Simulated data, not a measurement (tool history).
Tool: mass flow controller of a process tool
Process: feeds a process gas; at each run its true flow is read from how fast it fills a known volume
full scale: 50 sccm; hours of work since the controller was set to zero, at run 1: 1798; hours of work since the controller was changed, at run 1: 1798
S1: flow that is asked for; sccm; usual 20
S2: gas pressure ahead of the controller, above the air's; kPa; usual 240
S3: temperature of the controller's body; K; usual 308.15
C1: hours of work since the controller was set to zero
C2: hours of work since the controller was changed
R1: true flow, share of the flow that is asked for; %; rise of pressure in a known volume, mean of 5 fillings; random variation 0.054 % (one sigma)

| run | hour | S1 | S2 | S3 | C1 | C2 | R1 |
|---|---|---|---|---|---|---|---|
| 1 | 0 | 20 | 240 | 308.15 | 1798 | 1798 | 99.41 |
| 2 | 52.5 | 20 | 240 | 308.15 | 1834 | 1834 | 99.45 |
| 3 | 137.5 | 20 | 240 | 308.15 | 1894 | 1894 | 99.53 |
| 4 | 194.5 | 20 | 240 | 308.15 | 1934 | 1934 | 99.52 |
| 5 | 264 | 20 | 271 | 308.15 | 1982 | 1982 | 99.44 |
| 6 | 323 | 20 | 271 | 308.15 | 2024 | 2024 | 99.55 |
| 7 | 385.6 | 20 | 271 | 308.15 | 2068 | 2068 | 99.53 |
| 8 | 437.4 | 20 | 240 | 308.15 | 2104 | 2104 | 99.74 |
| 9 | 511.2 | 20 | 240 | 308.15 | 2156 | 2156 | 99.68 |
| 10 | 604.9 | 20 | 240 | 308.15 | 2221 | 2221 | 99.72 |
| 11 | 703.4 | 20 | 143 | 308.15 | 2290 | 2290 | 100.01 |
| 12 | 747.6 | 20 | 143 | 308.15 | 2321 | 2321 | 100.12 |
| 13 | 805.4 | 20 | 143 | 308.15 | 2362 | 2362 | 100.24 |
| 14 | 872 | 17 | 240 | 308.15 | 2408 | 2408 | 99.63 |
| 15 | 959.4 | 17 | 240 | 308.15 | 2470 | 2470 | 99.67 |
| 16 | 1005.4 | 38 | 163 | 296.15 | 2502 | 2502 | 99.8 |
| 17 | 1090.6 | 38 | 163 | 296.15 | 2561 | 2561 | 99.87 |
| 18 | 1188.6 | 30 | 270 | 310.15 | 2630 | 2630 | 100.71 |
| 19 | 1266.5 | 31 | 262 | 297.15 | 2685 | 2685 | 99.41 |
| 20 | 1366.2 | 31 | 248 | 297.15 | 2754 | 2754 | 99.36 |
| 21 | 1434.5 | 18 | 240 | 295.15 | 2802 | 2802 | 98.61 |
| 22 | 1510.5 | 20 | 277 | 308.15 | 2855 | 2855 | 100.08 |
| 23 | 1564.4 | 30 | 168 | 308.15 | 2893 | 2893 | 100.91 |
| 24 | 1662.3 | 20 | 144 | 313.15 | 2962 | 2962 | 101.02 |
| 25 | 1760.9 | 27 | 140 | 302.15 | 3031 | 3031 | 100.34 |
| 26 | 1856.1 | 17 | 240 | 308.15 | 3098 | 3098 | 100.15 |

5 ways to go on from here, each from the tool as it stands after run 26. What would each give?
| A | 1957.3 | 17 | 240 | 310.15 | 3168 | 3168 | ? |
| B | 1957.3 | 31 | 142 | 303.15 | 3168 | 3168 | ? |
| C | 1957.3 | 13 | 263 | 308.15 | 3168 | 3168 | ? |
| D | 1957.3 | 20 | 240 | 311.15 | 3168 | 3168 | ? |
| E | 1957.3 | 27 | 270 | 311.15 | 3168 | 3168 | ? |

| run | R1 |
|---|---|
| A | 100.5 |
| B | 100.78 |
| C | 99.98 |
| D | 100.74 |
| E | 101.02 |
Without the tool's hidden state the same runs would have given:
| run | R1 |
|---|---|
| A | 99.51 |
| B | 99.79 |
| C | 98.99 |
| D | 99.75 |
| E | 100.03 |
